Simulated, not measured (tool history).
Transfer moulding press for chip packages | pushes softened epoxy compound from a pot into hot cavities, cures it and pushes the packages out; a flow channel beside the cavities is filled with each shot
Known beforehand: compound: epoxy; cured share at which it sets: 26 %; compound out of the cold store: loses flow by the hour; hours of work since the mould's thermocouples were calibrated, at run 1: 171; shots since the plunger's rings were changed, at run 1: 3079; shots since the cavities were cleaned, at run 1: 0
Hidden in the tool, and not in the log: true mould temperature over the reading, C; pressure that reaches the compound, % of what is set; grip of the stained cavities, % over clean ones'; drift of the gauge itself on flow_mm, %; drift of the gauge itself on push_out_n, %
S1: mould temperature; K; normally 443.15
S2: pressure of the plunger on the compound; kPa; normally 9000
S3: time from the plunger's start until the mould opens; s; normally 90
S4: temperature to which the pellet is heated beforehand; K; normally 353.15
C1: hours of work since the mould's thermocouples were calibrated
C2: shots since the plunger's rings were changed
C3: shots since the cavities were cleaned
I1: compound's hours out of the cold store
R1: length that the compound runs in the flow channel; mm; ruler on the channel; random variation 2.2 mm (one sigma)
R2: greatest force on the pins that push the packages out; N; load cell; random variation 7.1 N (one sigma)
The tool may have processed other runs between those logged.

| run | hour | S1 | S2 | S3 | S4 | C1 | C2 | C3 | I1 | R1 | R2 |
|---|---|---|---|---|---|---|---|---|---|---|---|
| 1 | 0 | 443.15 | 9000 | 90 | 353.15 | 171 | 3079 | 0 | 11.3 | 835 | 325 |
| 2 | 6.7 | 443.15 | 9000 | 90 | 353.15 | 174 | 3136 | 57 | 9.4 | 849 | 372 |
| 3 | 16.1 | 443.15 | 9000 | 90 | 353.15 | 178 | 3216 | 137 | 24 | 761 | 379 |
| 4 | 24 | 443.15 | 9000 | 90 | 353.15 | 181 | 3283 | 204 | 33 | 705 | 374 |
| 5 | 32 | 443.15 | 9000 | 90 | 354.15 | 185 | 3350 | 271 | 18.8 | 787 | 430 |
| 6 | 41.6 | 443.15 | 9000 | 90 | 354.15 | 189 | 3432 | 353 | 9 | 845 | 444 |
| 7 | 51.6 | 443.15 | 9000 | 90 | 354.15 | 194 | 3516 | 437 | 41.1 | 668 | 417 |
|  | 53.7 | cavities cleaned with cleaning compound and waxed |
| 8 | 63.9 | 443.15 | 9000 | 90 | 354.15 | 198 | 3608 | 86 | 20.1 | 776 | 582 |
| 9 | 73.8 | 443.15 | 9000 | 73 | 353.15 | 203 | 3692 | 170 | 27.9 | 733 | 915 |
| 10 | 80.8 | 443.15 | 9000 | 73 | 353.15 | 206 | 3751 | 229 | 13.3 | 813 | 986 |
| 11 | 87 | 443.15 | 9000 | 73 | 353.15 | 209 | 3804 | 282 | 32.9 | 703 | 897 |
|  | 90.9 | cavities cleaned with cleaning compound and waxed, once more |
| 12 | 94.6 | 443.15 | 9000 | 73 | 353.15 | 211 | 3856 | 32 | 34 | 699 | 529 |
| 13 | 103 | 443.15 | 9000 | 73 | 353.15 | 215 | 3927 | 103 | 28.9 | 724 | 579 |
| 14 | 109.5 | 443.15 | 9000 | 90 | 353.15 | 218 | 3982 | 158 | 47.9 | 629 | 349 |
| 15 | 117.9 | 443.15 | 9000 | 90 | 353.15 | 222 | 4054 | 230 | 45.5 | 638 | 383 |
| 16 | 127.1 | 448.15 | 9000 | 90 | 353.15 | 226 | 4132 | 308 | 28.2 | 705 | 317 |
| 17 | 134.2 | 449.15 | 10330 | 90 | 353.15 | 229 | 4192 | 368 | 12.3 | 843 | 319 |
| 18 | 141.8 | 443.15 | 9000 | 90 | 346.15 | 232 | 4256 | 432 | 17.8 | 785 | 483 |
|  | 144.4 | cavities cleaned with cleaning compound and waxed |
| 19 | 152.3 | 443.15 | 9000 | 90 | 346.15 | 236 | 4332 | 66 | 8.9 | 840 | 372 |
| 20 | 160.5 | 443.15 | 9000 | 90 | 346.15 | 240 | 4402 | 136 | 40.4 | 666 | 354 |
| 21 | 169.9 | 440.15 | 7200 | 119 | 349.15 | 244 | 4482 | 216 | 20.9 | 697 | 312 |
| 22 | 176.7 | 450.15 | 7180 | 129 | 348.15 | 247 | 4540 | 274 | 27.5 | 626 | 265 |
| 23 | 186.4 | 450.15 | 7180 | 129 | 348.15 | 251 | 4622 | 356 | 25.8 | 630 | 278 |
| 24 | 194.7 | 441.15 | 8700 | 112 | 354.15 | 255 | 4692 | 426 | 20.1 | 763 | 361 |
|  | 197.6 | cavities cleaned with cleaning compound and waxed |
| 25 | 202.7 | 441.15 | 8650 | 117 | 348.15 | 258 | 4747 | 43 | 28.1 | 718 | 240 |
| 26 | 209.8 | 436.15 | 9000 | 90 | 357.15 | 261 | 4807 | 103 | 30.1 | 738 | 607 |
|  | 217.6 | plunger's sealing rings changed |
| 27 | 221.8 | 443.15 | 10830 | 91 | 353.15 | 265 | 36 | 184 | 30 | 827 | 371 |
| 28 | 226.8 | 443.15 | 10830 | 91 | 353.15 | 267 | 79 | 227 | 42.9 | 757 | 364 |

Below are 5 alternative next runs, each starting from the tool's condition after run 28. Predict each:
| A | 235.9 | 443.15 | 7130 | 75 | 353.15 | 271 | 156 | 304 | 45.5 | ? | ? |
| B | 235.9 | 443.15 | 8660 | 91 | 348.15 | 271 | 156 | 304 | 27.8 | ? | ? |
| C | 235.9 | 444.15 | 9000 | 90 | 356.15 | 271 | 156 | 304 | 10.8 | ? | ? |
| D | 235.9 | 443.15 | 9000 | 90 | 353.15 | 271 | 156 | 304 | 25.4 | ? | ? |
| E | 235.9 | 442.15 | 10830 | 91 | 353.15 | 271 | 156 | 304 | 13.4 | ? | ? |

| run | R1 | R2 |
|---|---|---|
| A | 601 | 609 |
| B | 750 | 413 |
| C | 862 | 427 |
| D | 781 | 430 |
| E | 944 | 477 |
Without the tool's unlogged condition, the same runs would have read:
| run | R1 | R2 |
|---|---|---|
| A | 601 | 426 |
| B | 750 | 289 |
| C | 862 | 301 |
| D | 781 | 302 |
| E | 944 | 332 |

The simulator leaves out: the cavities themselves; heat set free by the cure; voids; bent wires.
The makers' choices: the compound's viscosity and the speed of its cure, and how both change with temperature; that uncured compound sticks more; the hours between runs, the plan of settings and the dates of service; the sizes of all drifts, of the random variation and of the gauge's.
